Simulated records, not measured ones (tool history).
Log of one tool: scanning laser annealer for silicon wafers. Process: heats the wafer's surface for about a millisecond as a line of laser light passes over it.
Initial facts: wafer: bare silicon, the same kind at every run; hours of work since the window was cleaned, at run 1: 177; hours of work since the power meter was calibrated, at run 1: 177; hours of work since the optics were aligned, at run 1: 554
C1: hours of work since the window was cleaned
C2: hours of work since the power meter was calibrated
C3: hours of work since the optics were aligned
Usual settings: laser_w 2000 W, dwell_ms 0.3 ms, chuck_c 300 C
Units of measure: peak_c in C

run 1 hour=0 | laser_w=2000 dwell_ms=0.3 chuck_c=300 | C1=177 C2=177 C3=554 | peak_c=1024
run 2 hour=39.6 | laser_w=2000 dwell_ms=0.3 chuck_c=300 | C1=201 C2=201 C3=578 | peak_c=1018
run 3 hour=91.6 | laser_w=2000 dwell_ms=0.222 chuck_c=300 | C1=232 C2=232 C3=609 | peak_c=896
run 4 hour=132.4 | laser_w=2000 dwell_ms=0.222 chuck_c=300 | C1=257 C2=257 C3=633 | peak_c=897
run 5 hour=196.2 | laser_w=2000 dwell_ms=0.222 chuck_c=300 | C1=295 C2=295 C3=672 | peak_c=894
run 6 hour=247.4 | laser_w=2000 dwell_ms=0.222 chuck_c=300 | C1=326 C2=326 C3=702 | peak_c=892
-- hour=282.5 optics aligned, line set to its width
run 7 hour=288.8 | laser_w=2000 dwell_ms=0.222 chuck_c=300 | C1=348 C2=348 C3=4 | peak_c=896
-- hour=317.5 window over the wafer cleaned
run 8 hour=331.8 | laser_w=2000 dwell_ms=0.222 chuck_c=300 | C1=9 C2=372 C3=28 | peak_c=923
run 9 hour=371.3 | laser_w=2000 dwell_ms=0.222 chuck_c=300 | C1=32 C2=396 C3=52 | peak_c=921
run 10 hour=432.1 | laser_w=2000 dwell_ms=0.222 chuck_c=300 | C1=69 C2=432 C3=89 | peak_c=916
run 11 hour=487.6 | laser_w=2000 dwell_ms=0.222 chuck_c=300 | C1=102 C2=466 C3=122 | peak_c=912
run 12 hour=546.2 | laser_w=2000 dwell_ms=0.222 chuck_c=300 | C1=137 C2=501 C3=157 | peak_c=913
run 13 hour=587 | laser_w=2000 dwell_ms=0.254 chuck_c=300 | C1=162 C2=525 C3=182 | peak_c=957
run 14 hour=651.2 | laser_w=2000 dwell_ms=0.254 chuck_c=300 | C1=200 C2=564 C3=220 | peak_c=952
run 15 hour=717.8 | laser_w=2000 dwell_ms=0.254 chuck_c=300 | C1=240 C2=604 C3=260 | peak_c=951
run 16 hour=782.5 | laser_w=2169 dwell_ms=0.254 chuck_c=291 | C1=279 C2=643 C3=299 | peak_c=998
run 17 hour=815.5 | laser_w=1991 dwell_ms=0.239 chuck_c=274 | C1=299 C2=662 C3=319 | peak_c=891
run 18 hour=857.4 | laser_w=2016 dwell_ms=0.216 chuck_c=300 | C1=324 C2=688 C3=344 | peak_c=887
run 19 hour=908.4 | laser_w=1783 dwell_ms=0.32 chuck_c=288 | C1=355 C2=718 C3=374 | peak_c=930
-- hour=923.4 window over the wafer cleaned
run 20 hour=937.9 | laser_w=1783 dwell_ms=0.32 chuck_c=288 | C1=9 C2=735 C3=391 | peak_c=966
run 21 hour=1001.9 | laser_w=1783 dwell_ms=0.32 chuck_c=288 | C1=47 C2=773 C3=429 | peak_c=957
run 22 hour=1048.1 | laser_w=1783 dwell_ms=0.32 chuck_c=288 | C1=75 C2=801 C3=457 | peak_c=954
run 23 hour=1080.1 | laser_w=1783 dwell_ms=0.32 chuck_c=324 | C1=94 C2=820 C3=476 | peak_c=989
run 24 hour=1111 | laser_w=1783 dwell_ms=0.32 chuck_c=324 | C1=113 C2=839 C3=495 | peak_c=988
run 25 hour=1155.2 | laser_w=2000 dwell_ms=0.345 chuck_c=332 | C1=139 C2=865 C3=521 | peak_c=1117
run 26 hour=1208.5 | laser_w=1853 dwell_ms=0.3 chuck_c=278 | C1=171 C2=897 C3=553 | peak_c=940
run 27 hour=1245.5 | laser_w=1853 dwell_ms=0.3 chuck_c=278 | C1=193 C2=919 C3=576 | peak_c=936
run 28 hour=1307.7 | laser_w=2107 dwell_ms=0.21 chuck_c=278 | C1=231 C2=957 C3=613 | peak_c=890

Here are 3 independent what-if runs from the current tool condition. What would each one return?
run A hour=1362.3 | laser_w=2107 dwell_ms=0.267 chuck_c=287 | C1=263 C2=989 C3=646 | peak_c=?
run B hour=1362.3 | laser_w=1883 dwell_ms=0.214 chuck_c=263 | C1=263 C2=989 C3=646 | peak_c=?
run C hour=1362.3 | laser_w=1875 dwell_ms=0.254 chuck_c=266 | C1=263 C2=989 C3=646 | peak_c=?

run=A peak_c=988
run=B peak_c=808
run=C peak_c=864
Without the tool's unlogged condition, the same runs would have read:
run=A peak_c=1026
run=B peak_c=838
run=C peak_c=896
